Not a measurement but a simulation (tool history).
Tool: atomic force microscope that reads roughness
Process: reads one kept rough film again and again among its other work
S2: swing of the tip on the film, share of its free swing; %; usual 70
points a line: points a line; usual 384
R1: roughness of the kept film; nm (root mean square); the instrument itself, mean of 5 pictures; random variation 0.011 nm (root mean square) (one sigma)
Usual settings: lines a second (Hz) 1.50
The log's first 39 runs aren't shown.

Run 40, hour 665.8: usual settings but lines a second (Hz) 0.57, S2 84 %. Result: R1 2.324 nm (root mean square).
Run 41, hour 687.2: usual settings but lines a second (Hz) 2.21, points a line 816. Result: R1 2.263 nm (root mean square).
Run 42, hour 710.6: usual settings but lines a second (Hz) 2.21, points a line 816. Result: R1 2.229 nm (root mean square).
Run 43, hour 732.5: usual settings but lines a second (Hz) 0.57, S2 61 %, points a line 590. Result: R1 2.322 nm (root mean square).
Run 44, hour 748.1: usual settings but lines a second (Hz) 1.81, S2 85 %, points a line 390. Result: R1 2.050 nm (root mean square).
Run 45, hour 768.7: usual settings but lines a second (Hz) 1.81, S2 85 %, points a line 390. Result: R1 2.022 nm (root mean square).
At hour 781.6: new tip fitted.
Run 46, hour 783.6: usual settings but lines a second (Hz) 0.61, S2 56 %, points a line 695. Result: R1 2.574 nm (root mean square).
Run 47, hour 797.7: usual settings but lines a second (Hz) 0.61, S2 67 %, points a line 286. Result: R1 2.467 nm (root mean square).
Run 48, hour 810.0: usual settings but lines a second (Hz) 0.61, S2 67 %, points a line 997. Result: R1 2.536 nm (root mean square).
Run 49, hour 823.7: usual settings but lines a second (Hz) 0.61, S2 67 %, points a line 997. Result: R1 2.515 nm (root mean square).
Run 50, hour 833.9: usual settings but lines a second (Hz) 2.99, points a line 630. Result: R1 2.296 nm (root mean square).
Run 51, hour 857.6: usual settings but lines a second (Hz) 0.98. Result: R1 2.398 nm (root mean square).
Run 52, hour 874.0: usual settings but lines a second (Hz) 0.72, points a line 439. Result: R1 2.422 nm (root mean square).

Forecast each of these 4 alternatives for the next run:
Run A, hour 897.9: usual settings but lines a second (Hz) 0.87, S2 59 %, points a line 887. Result: R1 ?.
Run B, hour 897.9: usual settings but lines a second (Hz) 0.97, S2 71 %, points a line 602. Result: R1 ?.
Run C, hour 897.9: usual settings but lines a second (Hz) 0.72, points a line 1013. Result: R1 ?.
Run D, hour 897.9: usual settings but lines a second (Hz) 2.14, points a line 439. Result: R1 ?.

run     R1
  A  2.417
  B  2.373
  C  2.410
  D  2.277
Without the tool's hidden state the same runs would have given:
run     R1
  A  2.601
  B  2.553
  C  2.594
  D  2.450
